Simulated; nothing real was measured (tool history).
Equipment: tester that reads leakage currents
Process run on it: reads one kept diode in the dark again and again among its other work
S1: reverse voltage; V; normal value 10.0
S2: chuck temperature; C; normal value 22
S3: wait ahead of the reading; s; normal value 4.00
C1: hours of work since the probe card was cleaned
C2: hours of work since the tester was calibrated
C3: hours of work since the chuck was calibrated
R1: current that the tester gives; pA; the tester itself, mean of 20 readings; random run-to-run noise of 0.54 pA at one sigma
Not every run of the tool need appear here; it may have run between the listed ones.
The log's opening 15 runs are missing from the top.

Run 16, hour 1464.6: usual settings but S2 30 C; C1 1840; C2 1216; C3 1662. Result: R1 392.67 pA.
Run 17, hour 1521.4: usual settings but S2 30 C; C1 1870; C2 1245; C3 1691. Result: R1 394.66 pA.
Run 18, hour 1645.8: usual settings but S2 30 C; C1 1934; C2 1310; C3 1756. Result: R1 394.94 pA.
At hour 1701.1: probe card cleaned and baked.
Run 19, hour 1760.8: usual settings but S2 30 C; C1 31; C2 1368; C3 1814. Result: R1 384.66 pA.
Run 20, hour 1879.9: usual settings but S1 7.3 V; C1 93; C2 1430; C3 1876. Result: R1 167.06 pA.
Run 21, hour 1977.2: usual settings but S1 8.6 V, S3 0.45 s; C1 144; C2 1481; C3 1927. Result: R1 189.65 pA.
Run 22, hour 2100.2: usual settings but S1 8.6 V, S3 0.45 s; C1 207; C2 1545; C3 1991. Result: R1 192.57 pA.
Run 23, hour 2213.8: usual settings but S1 8.6 V, S3 2.85 s; C1 266; C2 1604; C3 2050. Result: R1 186.81 pA.
At hour 2267.1: chuck's temperature calibrated.
Run 24, hour 2313.4: usual settings but S1 2.7 V, S2 25 C, S3 2.85 s; C1 317; C2 1654; C3 24. Result: R1 112.08 pA.
Run 25, hour 2393.9: usual settings but S1 2.7 V, S2 25 C, S3 2.85 s; C1 359; C2 1696; C3 66. Result: R1 111.89 pA.
Run 26, hour 2508.3: usual settings but S1 10.2 V, S2 35 C, S3 3.12 s; C1 419; C2 1756; C3 125. Result: R1 538.28 pA.
Run 27, hour 2616.1: usual settings but S1 5.0 V, S2 31 C, S3 0.65 s; C1 475; C2 1812; C3 181. Result: R1 264.28 pA.
Run 28, hour 2740.0: usual settings but S1 5.0 V, S2 31 C, S3 0.65 s; C1 539; C2 1876; C3 246. Result: R1 265.53 pA.
Run 29, hour 2849.6: usual settings but S1 5.0 V, S2 31 C, S3 0.65 s; C1 596; C2 1933; C3 303. Result: R1 267.95 pA.
Run 30, hour 2921.2: usual settings but S1 8.9 V, S2 27 C, S3 0.65 s; C1 633; C2 1970; C3 340. Result: R1 268.91 pA.
Run 31, hour 3034.4: usual settings but S1 7.7 V, S2 23 C, S3 1.10 s; C1 692; C2 2029; C3 399. Result: R1 176.84 pA.
Run 32, hour 3160.3: usual settings but S1 7.7 V, S2 23 C, S3 1.10 s; C1 757; C2 2095; C3 464. Result: R1 178.06 pA.
Run 33, hour 3251.3: usual settings but S1 5.5 V, S2 27 C, S3 8.18 s; C1 805; C2 2142; C3 512. Result: R1 205.09 pA.
Run 34, hour 3378.6: usual settings but S1 19.5 V, S2 58 C, S3 1.91 s; C1 871; C2 2208; C3 578. Result: R1 4346.87 pA.
Run 35, hour 3445.4: usual settings but S1 19.5 V, S2 26 C, S3 1.91 s; C1 906; C2 2243; C3 612. Result: R1 390.02 pA.
Run 36, hour 3562.8: usual settings but S1 19.5 V, S2 26 C, S3 1.91 s; C1 967; C2 2304; C3 673. Result: R1 392.10 pA.
Run 37, hour 3642.7: usual settings but S1 19.5 V, S2 26 C, S3 1.91 s; C1 1008; C2 2345; C3 715. Result: R1 395.84 pA.
Run 38, hour 3698.9: usual settings but S1 19.5 V, S2 27 C, S3 3.53 s; C1 1037; C2 2374; C3 744. Result: R1 427.23 pA.
Run 39, hour 3827.2: usual settings but S2 58 C, S3 2.87 s; C1 1104; C2 2441; C3 811. Result: R1 3006.66 pA.

What if the next run were any one of these 4? Each begins from the tool's condition after run 39:
Run A, hour 3949.3: usual settings but S1 8.8 V, S3 3.74 s; C1 1167; C2 2505; C3 874. Result: R1 ?.
Run B, hour 3949.3: usual settings but S2 58 C, S3 2.19 s; C1 1167; C2 2505; C3 874. Result: R1 ?.
Run C, hour 3949.3: usual settings but S1 4.6 V, S2 21 C, S3 2.68 s; C1 1167; C2 2505; C3 874. Result: R1 ?.
Run D, hour 3949.3: usual settings but S1 10.4 V, S2 44 C, S3 6.00 s; C1 1167; C2 2505; C3 874. Result: R1 ?.

run       R1
  A   180.66
  B  3015.12
  C   114.53
  D  1136.93
Without the tool's hidden state the same runs would have given:
run       R1
  A   166.71
  B  2875.50
  C   106.18
  D  1077.80

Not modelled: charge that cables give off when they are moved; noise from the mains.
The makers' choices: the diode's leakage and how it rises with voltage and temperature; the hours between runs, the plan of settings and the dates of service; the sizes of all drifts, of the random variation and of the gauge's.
